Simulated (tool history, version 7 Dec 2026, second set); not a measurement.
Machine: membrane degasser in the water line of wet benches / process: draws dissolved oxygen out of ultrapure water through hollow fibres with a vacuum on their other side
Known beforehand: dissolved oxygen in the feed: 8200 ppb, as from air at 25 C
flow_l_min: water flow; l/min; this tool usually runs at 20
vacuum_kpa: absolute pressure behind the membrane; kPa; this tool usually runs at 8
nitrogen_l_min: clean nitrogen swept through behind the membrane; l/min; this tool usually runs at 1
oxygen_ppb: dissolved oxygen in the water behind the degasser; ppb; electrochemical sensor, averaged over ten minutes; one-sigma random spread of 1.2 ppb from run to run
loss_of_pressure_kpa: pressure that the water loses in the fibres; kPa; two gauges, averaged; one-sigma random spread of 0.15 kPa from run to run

run	hour	flow_l_min	vacuum_kpa	nitrogen_l_min	oxygen_ppb	loss_of_pressure_kpa
1	0	20	8	1	226.6	28.51
2	250.6	20	8	1	231	28.34
3	544.2	16	8	1	184.2	22.7
4	703.5	16	8	1	183.6	22.8
5	835.4	16	8	1	183.8	22.84
6	975.6	23	8	1	262.2	32.93
7	1125.9	20	12.52	1	420.8	28.58
8	1320.4	20	12.52	1	417.1	28.58
9	1544.7	20	8	1	229.3	28.63
# hour 1560.8: vacuum gauge calibrated
10	1746.1	20	8	1	231.2	28.43
11	1898.9	20	8	1	231.9	28.68
12	2180.6	20	8	2.66	103.2	28.95
13	2377	20	8	1	233.2	28.81
14	2558.7	20	8	1	234.3	28.76
15	2750.1	20	8	1	232.5	28.58
# hour 2826.7: vacuum gauge calibrated, once more
16	3041.2	20	8	1	224.7	28.78
17	3270.7	23	12.6	1	481.9	32.99
18	3477.2	23	12.6	1	476.6	33.29
19	3656.9	23	12.6	1	479.4	32.9
20	3944.6	18	12.6	1.6	256.8	26.07
21	4195.8	17	15.44	1.03	457	24.53
22	4463.1	16	15.44	2.87	172.7	23.2
23	4732.7	31	15.44	2.87	369.7	44.98
24	4972.6	29	8.92	0.47	655.5	42.08
25	5222.1	15	8	1.61	114.5	21.8
26	5458.7	15	13.76	1.61	241.6	21.75
27	5620	15	13.76	1.61	240.2	21.7
28	5865	31	8	0.4	664.9	45.24
29	6122.5	27	9.9	1.68	288.3	39.54
30	6306.9	22	6.16	0.81	197.1	32.01
# hour 6397.3: membrane cartridge changed
31	6570.6	20	5.22	0.81	124.3	27.07

Each row is a separate what-if for the run after 31, all from the same tool condition, not one after another. Results?
A	6736.3	14	6.21	1.92	?	?
B	6736.3	20	7.83	1	?	?
C	6736.3	20	5.22	0.53	?	?
D	6736.3	20	9.9	1.77	?	?
E	6736.3	17	17.19	1.84	?	?

run	oxygen_ppb	loss_of_pressure_kpa
A	59.2	19.37
B	219.1	27.16
C	171.4	27.26
D	190.4	27.42
E	312.1	23.07
Without the tool's unlogged condition, the same runs would have read:
run	oxygen_ppb	loss_of_pressure_kpa
A	54.6	19.35
B	209.8	27.12
C	161.2	27.22
D	182.4	27.38
E	299.4	23.04
